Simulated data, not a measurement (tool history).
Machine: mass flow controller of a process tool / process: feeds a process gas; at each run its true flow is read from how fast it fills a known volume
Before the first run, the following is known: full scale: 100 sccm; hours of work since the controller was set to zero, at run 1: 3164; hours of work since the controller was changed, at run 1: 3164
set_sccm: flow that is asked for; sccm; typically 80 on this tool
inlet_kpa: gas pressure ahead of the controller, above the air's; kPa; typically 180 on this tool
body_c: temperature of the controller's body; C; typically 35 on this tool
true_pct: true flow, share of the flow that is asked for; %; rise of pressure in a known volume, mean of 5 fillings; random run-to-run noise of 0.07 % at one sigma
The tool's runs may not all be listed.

run,hour,set_sccm,inlet_kpa,body_c,hours of work since the controller was set to zero,hours of work since the controller was changed,true_pct
1,0,80,180,35,3164,3164,100.34
2,94.3,80,180,35,3200,3200,100.21
3,280.5,80,180,35,3272,3272,100.27
4,470.5,80,180,35,3345,3345,100.44
5,622.9,80,180,35,3403,3403,100.34
6,753.7,80,180,35,3454,3454,100.46
7,901.1,28,164,24,3510,3510,101.05
# hour 911.8: controller's zero set anew
8,1006.6,28,164,24,36,3551,102.6
9,1091.5,34,198,38,69,3584,101.56
10,1225.6,41,265,38,121,3635,101.52
11,1351.9,11,171,38,169,3684,107.73
12,1458.7,11,171,38,211,3725,107.77

4 options for the next run, each taken on its own from the tool as it stands now. Forecast them:
# hour 1633.3: controller's zero set anew, once more
A,1651.7,11,171,29,7,3799,?
# hour 1633.3: controller's zero set anew, once more
B,1651.7,77,152,38,7,3799,?
# hour 1633.3: controller's zero set anew, once more
C,1651.7,30,163,39,7,3799,?
# hour 1633.3: controller's zero set anew, once more
D,1651.7,80,163,35,7,3799,?

run,true_pct
A,97.89
B,99.16
C,97.84
D,99.56
With no hidden state in the tool, these same runs would have given:
run,true_pct
A,96.96
B,98.29
C,96.96
D,98.69
